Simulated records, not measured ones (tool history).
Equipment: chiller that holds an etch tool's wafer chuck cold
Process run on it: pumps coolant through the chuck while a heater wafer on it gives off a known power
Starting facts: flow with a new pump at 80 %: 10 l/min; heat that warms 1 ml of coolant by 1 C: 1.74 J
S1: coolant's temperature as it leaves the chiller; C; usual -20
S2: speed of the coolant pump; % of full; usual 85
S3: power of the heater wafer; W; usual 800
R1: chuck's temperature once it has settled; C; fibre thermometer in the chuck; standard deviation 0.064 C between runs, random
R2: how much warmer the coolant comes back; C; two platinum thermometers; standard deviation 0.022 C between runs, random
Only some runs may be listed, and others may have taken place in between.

run 1 hour=0.0 | S1=-20 S2=85 S3=800 | R1=-14.47 R2=2.69
run 2 hour=63.6 | S1=-20 S2=85 S3=800 | R1=-14.51 R2=2.66
run 3 hour=145.9 | S1=-20 S2=85 S3=800 | R1=-14.60 R2=2.67
run 4 hour=206.3 | S1=-20 S2=85 S3=800 | R1=-14.51 R2=2.68
run 5 hour=286.1 | S1=-20 S2=85 S3=800 | R1=-14.52 R2=2.71
run 6 hour=378.0 | S1=-20 S2=85 S3=800 | R1=-14.54 R2=2.68
run 7 hour=483.3 | S1=-20 S2=85 S3=894 | R1=-13.88 R2=3.01
run 8 hour=583.5 | S1=-20 S2=85 S3=894 | R1=-13.80 R2=3.04
run 9 hour=675.1 | S1=-20 S2=85 S3=800 | R1=-14.41 R2=2.70
-- hour=691.4 chiller's thermometer calibrated
run 10 hour=729.0 | S1=-20 S2=85 S3=800 | R1=-14.27 R2=2.75
run 11 hour=824.2 | S1=-20 S2=85 S3=800 | R1=-14.20 R2=2.74
run 12 hour=900.4 | S1=-20 S2=85 S3=933 | R1=-13.29 R2=3.19
run 13 hour=1007.9 | S1=-20 S2=82 S3=933 | R1=-13.07 R2=3.33
run 14 hour=1096.2 | S1=-20 S2=82 S3=933 | R1=-12.97 R2=3.34
run 15 hour=1175.9 | S1=-14 S2=85 S3=800 | R1=-8.22 R2=2.77
run 16 hour=1257.2 | S1=-14 S2=85 S3=800 | R1=-8.10 R2=2.76
run 17 hour=1320.3 | S1=-14 S2=92 S3=872 | R1=-7.99 R2=2.80
run 18 hour=1402.4 | S1=-22 S2=63 S3=410 | R1=-18.22 R2=1.95
run 19 hour=1477.2 | S1=-22 S2=63 S3=410 | R1=-18.23 R2=1.96
run 20 hour=1536.2 | S1=-22 S2=92 S3=963 | R1=-15.45 R2=3.04
run 21 hour=1599.3 | S1=-22 S2=92 S3=963 | R1=-15.39 R2=3.09
run 22 hour=1706.4 | S1=-16 S2=63 S3=800 | R1=-8.41 R2=3.82
run 23 hour=1766.5 | S1=-16 S2=63 S3=800 | R1=-8.45 R2=3.87
run 24 hour=1827.9 | S1=-20 S2=85 S3=619 | R1=-15.43 R2=2.18
run 25 hour=1905.8 | S1=-20 S2=79 S3=623 | R1=-14.97 R2=2.36
run 26 hour=1997.9 | S1=-11 S2=90 S3=553 | R1=-7.14 R2=1.83
run 27 hour=2085.3 | S1=-15 S2=85 S3=800 | R1=-9.04 R2=2.82
run 28 hour=2168.6 | S1=-20 S2=67 S3=412 | R1=-16.17 R2=1.91
run 29 hour=2265.4 | S1=-20 S2=67 S3=412 | R1=-16.25 R2=1.94
run 30 hour=2316.2 | S1=-20 S2=67 S3=412 | R1=-16.30 R2=1.88
run 31 hour=2424.6 | S1=-28 S2=82 S3=800 | R1=-21.82 R2=2.97

Below are 5 alternative next runs, each starting from the tool's condition after run 31. Predict each:
run A hour=2500.3 | S1=-16 S2=94 S3=800 | R1=? R2=?
run B hour=2500.3 | S1=-25 S2=85 S3=800 | R1=? R2=?
run C hour=2500.3 | S1=-28 S2=95 S3=822 | R1=? R2=?
run D hour=2500.3 | S1=-14 S2=67 S3=846 | R1=? R2=?
run E hour=2500.3 | S1=-20 S2=85 S3=1051 | R1=? R2=?

run=A R1=-10.36 R2=2.55
run=B R1=-18.86 R2=2.82
run=C R1=-22.23 R2=2.61
run=D R1=-6.10 R2=3.92
run=E R1=-12.08 R2=3.73
Without the tool's unlogged condition, the same runs would have read:
run=A R1=-11.15 R2=2.30
run=B R1=-19.73 R2=2.54
run=C R1=-23.04 R2=2.36
run=D R1=-7.21 R2=3.54
run=E R1=-13.22 R2=3.36

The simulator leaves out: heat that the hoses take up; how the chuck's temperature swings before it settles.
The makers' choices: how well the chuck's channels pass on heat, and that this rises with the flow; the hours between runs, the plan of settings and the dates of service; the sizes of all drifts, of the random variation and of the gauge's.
